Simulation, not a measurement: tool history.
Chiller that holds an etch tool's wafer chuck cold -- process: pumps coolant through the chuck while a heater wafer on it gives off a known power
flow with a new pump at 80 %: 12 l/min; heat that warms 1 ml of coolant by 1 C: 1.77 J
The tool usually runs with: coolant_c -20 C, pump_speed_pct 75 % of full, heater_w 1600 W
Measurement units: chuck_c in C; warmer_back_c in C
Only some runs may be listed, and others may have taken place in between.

run	hour	coolant_c	pump_speed_pct	heater_w	chuck_c	warmer_back_c
1	0	-20	75	1600	-6.2	4.87
2	63.6	-20	75	1600	-6.1	4.83
3	139.5	-20	61	1600	-4	6.05
4	178.4	-20	61	1600	-4.1	5.99
5	251.6	-20	61	1600	-4.2	6.07
6	318.2	-20	61	1600	-4.3	6.06
7	357.4	-20	61	1600	-4.4	6
8	412.4	-20	61	1600	-4	6
9	472.7	-20	61	1600	-4.3	6.03
10	538.9	-20	61	1600	-4.3	6
11	593.4	-20	61	1600	-4	6.02
12	630.5	-20	68	1600	-5.2	5.36
13	687	-20	68	1600	-5.2	5.37
14	741.2	-20	75	1600	-5.9	4.82
15	791.5	-20	75	1600	-6.1	4.82
16	850.5	-20	75	1600	-6.1	4.83
17	913.3	-19	76	1600	-5.3	4.8
18	968.3	-19	76	1600	-5.1	4.74
19	1042.9	-21	75	1600	-7	4.83
20	1104.7	-21	75	1600	-7.3	4.87
21	1174.3	-21	75	1600	-7	4.82
22	1219.8	-20	75	966	-11.4	2.94
23	1284.2	-20	75	2275	-0.2	6.86
24	1324.3	-18	94	1184	-9	2.8

What will run 25 give?
25	1378.8	-17	75	2166	?	?

chuck_c: 1.9 C
warmer_back_c: 6.59 C
If the tool had no hidden condition, the same run with the same run-to-run variation would have returned chuck_c 1.9 C, warmer_back_c 6.59 C.
